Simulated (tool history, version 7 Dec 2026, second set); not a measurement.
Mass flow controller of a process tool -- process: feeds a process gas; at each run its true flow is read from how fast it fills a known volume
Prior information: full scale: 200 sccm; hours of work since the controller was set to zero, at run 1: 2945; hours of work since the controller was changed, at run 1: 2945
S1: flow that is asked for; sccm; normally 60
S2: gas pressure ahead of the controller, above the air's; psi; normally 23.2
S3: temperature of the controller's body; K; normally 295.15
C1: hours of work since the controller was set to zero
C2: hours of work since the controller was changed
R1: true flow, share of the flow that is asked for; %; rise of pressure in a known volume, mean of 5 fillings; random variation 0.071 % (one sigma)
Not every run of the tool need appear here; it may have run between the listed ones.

run	day	S1	S2	S3	C1	C2	R1
1	0	60	23.2	295.15	2945	2945	101.49
2	14.4	60	23.2	295.15	3127	3127	101.59
3	25.867	60	23.2	295.15	3271	3271	101.64
4	47.133	40	23.2	295.15	3539	3539	102.37
5	65.808	60	38.7	295.15	3775	3775	102.19
6	86.929	60	38.7	295.15	4041	4041	102.39
7	102.988	29	23.1	307.15	4243	4243	102.53
8	119.262	29	23.1	307.15	4449	4449	102.89
9	138.288	90	30.3	295.15	4688	4688	102.38
10	156.621	30	30.6	295.15	4920	4920	104.4
11	175.075	30	30.6	295.15	5152	5152	104.6
12	187.062	60	23.2	299.15	5303	5303	102.68

Some steps in R1, run to run, broken into two amounts with sign: the step expected even without the hidden condition (settings, incoming material, random variation), and the rest, left for the hidden condition together with whatever gauge scatter is not in both the measured and the hidden-condition-free result:
Hidden conditions of the tool in this case: flow at rest that the sensor doesn't see, % of full scale; true flow over the shown one, %; drift of the gauge itself on true_pct, %.
Run 9 -> 10: S1 90 -> 30, S2 30.3 -> 30.6. R1 +2.02 %: hidden state +2.26, all else -0.24.
